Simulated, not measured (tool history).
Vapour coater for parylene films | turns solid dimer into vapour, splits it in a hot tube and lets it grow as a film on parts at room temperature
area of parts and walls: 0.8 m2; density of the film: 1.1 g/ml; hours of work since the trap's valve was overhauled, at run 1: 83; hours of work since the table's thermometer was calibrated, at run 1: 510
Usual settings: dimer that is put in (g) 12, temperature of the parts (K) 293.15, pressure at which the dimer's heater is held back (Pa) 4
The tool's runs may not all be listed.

run    hour  dimer that is put in (g)  temperature of the parts (K)  pressure at which the dimer's heater is held back (Pa)  hours of work since the trap's valve was overhauled  hours of work since the table's thermometer was calibrated  thickness of the film (nm)
  1       0                        12                        293.15                                                       4                                                   83                                                         510                        7830
  2    28.6                        12                        293.15                                                       4                                                  105                                                         532                        7770
  3    78.3                        12                        293.15                                                       4                                                  143                                                         570                        7740
  4   131.8                        12                        293.15                                                       4                                                  184                                                         611                        7630
  5   184.6                         7                        293.15                                                       4                                                  225                                                         652                        4400
  6   244.5                        12                        293.15                                                    2.27                                                  272                                                         698                        8350
  7   308.1                        12                        293.15                                                       4                                                  321                                                         748                        7440
  8   355.5                        12                        293.15                                                       4                                                  357                                                         784                        7390
  9   398.8                        12                        293.15                                                       4                                                  391                                                         818                        7350
 10   454.1                        12                        293.15                                                       4                                                  433                                                         860                        7310
 11   506.8                        12                        293.15                                                    4.25                                                  474                                                         901                        7240
 12   544.2                        12                        293.15                                                    4.25                                                  503                                                         930                        7170
 13   603.1                        12                        293.15                                                    4.25                                                  549                                                         976                        7120
 14   657.3                        12                        298.15                                                    4.25                                                  590                                                        1017                        6590
 15   694.7                        12                        298.15                                                    4.25                                                  619                                                        1046                        6480
      701.7  -- trap's valve overhauled
 16   747.1                        12                        298.15                                                    4.25                                                   35                                                        1084                        5850
 17   779.5                        12                        298.15                                                    4.25                                                   60                                                        1109                        5980
 18   831.8                        12                        298.15                                                    4.25                                                  101                                                        1149                        5810
 19   857.7                        12                        298.15                                                    4.25                                                  121                                                        1169                        5810
 20   915.1                        12                        293.15                                                       4                                                  165                                                        1214                        6200
 21   957.3                        21                        293.15                                                       4                                                  198                                                        1246                       10830
      991.8  -- trap's valve overhauled, once more
 22  1001.5                        21                        293.15                                                    5.77                                                    7                                                        1277                       13130
 23  1034.7                        21                        293.15                                                    5.77                                                   33                                                        1303                       13060
 24  1070.7                        21                        293.15                                                    5.77                                                   61                                                        1331                       13100
 25  1134.5                        21                        293.15                                                    5.77                                                  110                                                        1380                       13060
 26  1197.7                        21                        293.15                                                    5.77                                                  159                                                        1429                       12810
 27  1252.2                        12                        293.15                                                    9.16                                                  201                                                        1471                        6800
 28  1315.2                         8                        304.15                                                     2.6                                                  250                                                        1520                        4580
 29  1373.7                         8                        298.15                                                    4.84                                                  295                                                        1565                        4510
 30  1401.7                         8                        298.15                                                    4.84                                                  317                                                        1586                        4450
 31  1463.7                        19                        289.15                                                     6.2                                                  365                                                        1634                       11790
 32  1522.4                        19                        289.15                                                     6.2                                                  410                                                        1680                       11590
 33  1552.4                        12                        288.15                                                     3.6                                                  433                                                        1703                        7940
     1590.1  -- table's thermometer calibrated
 34  1615.6                        12                        288.15                                                     3.6                                                  481                                                          20                        7860
 35    1657                         7                        299.15                                                    6.93                                                  513                                                          52                        3460
 36  1714.8                         5                        299.15                                                    8.99                                                  558                                                          96                        2410
 37  1761.1                        17                        288.15                                                    9.77                                                  594                                                         132                        9380
 38  1791.1                        17                        288.15                                                    9.77                                                  617                                                         155                        9420
 39  1854.8                        17                        288.15                                                    9.77                                                  666                                                         205                        9200
     1891.1  -- trap's valve overhauled
 40  1903.3                        17                        295.15                                                    2.17                                                    9                                                         239                       12110
 41    1958                        17                        295.15                                                    2.17                                                   52                                                         281                       11840
 42    2020                         8                        304.15                                                    2.17                                                  100                                                         329                        4800
 43  2059.2                         8                        304.15                                                    2.17                                                  130                                                         359                        4820
 44  2088.9                         8                        304.15                                                    2.17                                                  153                                                         382                        4840
 45  2118.2                        18                        293.15                                                       4                                                  176                                                         405                       11520
 46  2151.1                        11                        296.15                                                     6.1                                                  201                                                         430                        6250
 47  2194.4                        12                        304.15                                                       4                                                  234                                                         464                        6350
 48  2245.7                        19                        289.15                                                    2.39                                                  274                                                         504                       13820

Some steps in thickness of the film (nm) between neighbouring runs. How much of each would the tool show without its hidden state too (settings, what came in, random variation), and how much is left for the hidden state, with any gauge scatter that isn't in both results?
The hidden state here: vapour lost through the trap's worn valve, %; true temperature of the parts over the reading, C; drift of the gauge itself on film_um, %.
Run 20 -> 21: dimer that is put in (g) 12 -> 21. thickness of the film (nm) +4630: hidden state -1390, all else +6020.
Run 21 -> 22: pressure at which the dimer's heater is held back (Pa) 4 -> 5.77, trap's valve overhauled, once more. thickness of the film (nm) +2300: hidden state +3120, all else -820.
Run 30 -> 31: dimer that is put in (g) 8 -> 19, temperature of the parts (K) 298.15 -> 289.15, pressure at which the dimer's heater is held back (Pa) 4.84 -> 6.2. thickness of the film (nm) +7340: hidden state -560, all else +7900.
Run 39 -> 40: temperature of the parts (K) 288.15 -> 295.15, pressure at which the dimer's heater is held back (Pa) 9.77 -> 2.17, trap's valve overhauled. thickness of the film (nm) +2910: hidden state +1270, all else +1640.
Run 41 -> 42: dimer that is put in (g) 17 -> 8, temperature of the parts (K) 295.15 -> 304.15. thickness of the film (nm) -7040: hidden state +60, all else -7100.
Run 47 -> 48: dimer that is put in (g) 12 -> 19, temperature of the parts (K) 304.15 -> 289.15, pressure at which the dimer's heater is held back (Pa) 4 -> 2.39. thickness of the film (nm) +7470: hidden state -450, all else +7920.
